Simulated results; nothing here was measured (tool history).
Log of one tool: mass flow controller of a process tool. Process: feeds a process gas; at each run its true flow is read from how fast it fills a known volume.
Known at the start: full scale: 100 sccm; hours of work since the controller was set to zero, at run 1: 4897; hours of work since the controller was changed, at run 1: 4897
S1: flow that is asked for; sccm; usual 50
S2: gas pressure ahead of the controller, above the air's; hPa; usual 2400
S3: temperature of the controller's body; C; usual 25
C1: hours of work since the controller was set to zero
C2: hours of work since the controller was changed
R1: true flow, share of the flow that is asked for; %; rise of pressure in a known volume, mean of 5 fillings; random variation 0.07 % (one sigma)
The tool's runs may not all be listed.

| run | hour | S1 | S2 | S3 | C1 | C2 | R1 |
|---|---|---|---|---|---|---|---|
| 1 | 0 | 50 | 2400 | 25 | 4897 | 4897 | 98.73 |
| 2 | 193.6 | 50 | 2400 | 25 | 5048 | 5048 | 98.81 |
| 3 | 336.5 | 50 | 2400 | 25 | 5159 | 5159 | 98.76 |
| 4 | 508.6 | 50 | 2400 | 32 | 5293 | 5293 | 98.13 |
|  | 607.8 | controller exchanged for a calibrated one |
| 5 | 716.1 | 50 | 2400 | 25 | 84 | 84 | 98.79 |
| 6 | 878.9 | 39 | 2400 | 25 | 211 | 211 | 98.48 |
| 7 | 1003.7 | 26 | 2400 | 25 | 308 | 308 | 98.15 |
| 8 | 1206.8 | 50 | 2400 | 25 | 467 | 467 | 98.76 |
| 9 | 1331.8 | 50 | 2400 | 25 | 564 | 564 | 98.94 |
| 10 | 1561.3 | 50 | 2400 | 30 | 743 | 743 | 98.42 |
| 11 | 1739.1 | 50 | 2400 | 25 | 881 | 881 | 98.85 |
| 12 | 1855.4 | 50 | 2400 | 25 | 972 | 972 | 98.74 |
| 13 | 2003.9 | 56 | 2400 | 25 | 1088 | 1088 | 99.02 |
| 14 | 2209.8 | 56 | 2400 | 25 | 1248 | 1248 | 99.04 |
| 15 | 2396.6 | 56 | 2400 | 25 | 1394 | 1394 | 99.12 |
| 16 | 2575.8 | 58 | 2400 | 25 | 1533 | 1533 | 99.23 |
| 17 | 2684 | 58 | 2400 | 25 | 1618 | 1618 | 99.23 |
| 18 | 2797.2 | 58 | 2400 | 25 | 1706 | 1706 | 99.11 |
| 19 | 2932.5 | 58 | 2400 | 25 | 1811 | 1811 | 99.25 |
| 20 | 3116.9 | 50 | 2400 | 25 | 1955 | 1955 | 98.86 |
| 21 | 3219 | 50 | 2400 | 25 | 2034 | 2034 | 98.99 |
| 22 | 3343.2 | 20 | 2400 | 25 | 2131 | 2131 | 98.19 |
| 23 | 3517.3 | 20 | 1420 | 25 | 2267 | 2267 | 97.85 |
| 24 | 3726.5 | 20 | 1420 | 25 | 2430 | 2430 | 97.95 |
| 25 | 3956.7 | 21 | 2000 | 35 | 2609 | 2609 | 97.18 |
| 26 | 4075.5 | 21 | 2000 | 35 | 2702 | 2702 | 97.35 |
| 27 | 4237.2 | 30 | 1470 | 25 | 2828 | 2828 | 98.19 |
| 28 | 4454.8 | 18 | 2570 | 25 | 2997 | 2997 | 98.21 |
| 29 | 4638.7 | 18 | 2570 | 25 | 3141 | 3141 | 98.13 |
| 30 | 4737.8 | 18 | 2570 | 25 | 3218 | 3218 | 98.35 |
| 31 | 4926.5 | 18 | 2570 | 25 | 3365 | 3365 | 98.31 |
| 32 | 5022.1 | 18 | 2570 | 25 | 3439 | 3439 | 98.2 |
| 33 | 5153.7 | 18 | 2570 | 25 | 3542 | 3542 | 98.23 |
| 34 | 5312.3 | 50 | 2060 | 25 | 3665 | 3665 | 99.11 |
| 35 | 5431.3 | 50 | 2060 | 25 | 3758 | 3758 | 99.14 |
| 36 | 5636.6 | 65 | 2230 | 35 | 3918 | 3918 | 98.65 |
| 37 | 5835.5 | 50 | 2400 | 23 | 4073 | 4073 | 99.34 |
| 38 | 5960.1 | 50 | 2400 | 23 | 4170 | 4170 | 99.5 |
| 39 | 6091.1 | 50 | 2400 | 23 | 4272 | 4272 | 99.31 |
| 40 | 6254.1 | 50 | 2480 | 40 | 4399 | 4399 | 98.04 |
| 41 | 6383.4 | 50 | 2480 | 40 | 4500 | 4500 | 97.86 |
| 42 | 6593.2 | 56 | 1530 | 21 | 4664 | 4664 | 99.6 |
| 43 | 6721.7 | 15 | 2400 | 25 | 4764 | 4764 | 98.33 |

Forecast each of these 5 alternatives for the next run:
|  | 6890.5 | gauge calibrated |
| A | 6906.9 | 13 | 2430 | 22 | 4908 | 4908 | ? |
|  | 6890.5 | gauge calibrated |
| B | 6906.9 | 19 | 1680 | 25 | 4908 | 4908 | ? |
|  | 6890.5 | gauge calibrated |
| C | 6906.9 | 22 | 2400 | 25 | 4908 | 4908 | ? |
|  | 6890.5 | gauge calibrated |
| D | 6906.9 | 50 | 1730 | 25 | 4908 | 4908 | ? |
|  | 6890.5 | gauge calibrated |
| E | 6906.9 | 15 | 1830 | 27 | 4908 | 4908 | ? |

| run | R1 |
|---|---|
| A | 97.97 |
| B | 97.54 |
| C | 97.85 |
| D | 98.5 |
| E | 97.37 |
Without the tool's hidden state the same runs would have given:
| run | R1 |
|---|---|
| A | 97.96 |
| B | 97.53 |
| C | 97.84 |
| D | 98.49 |
| E | 97.36 |
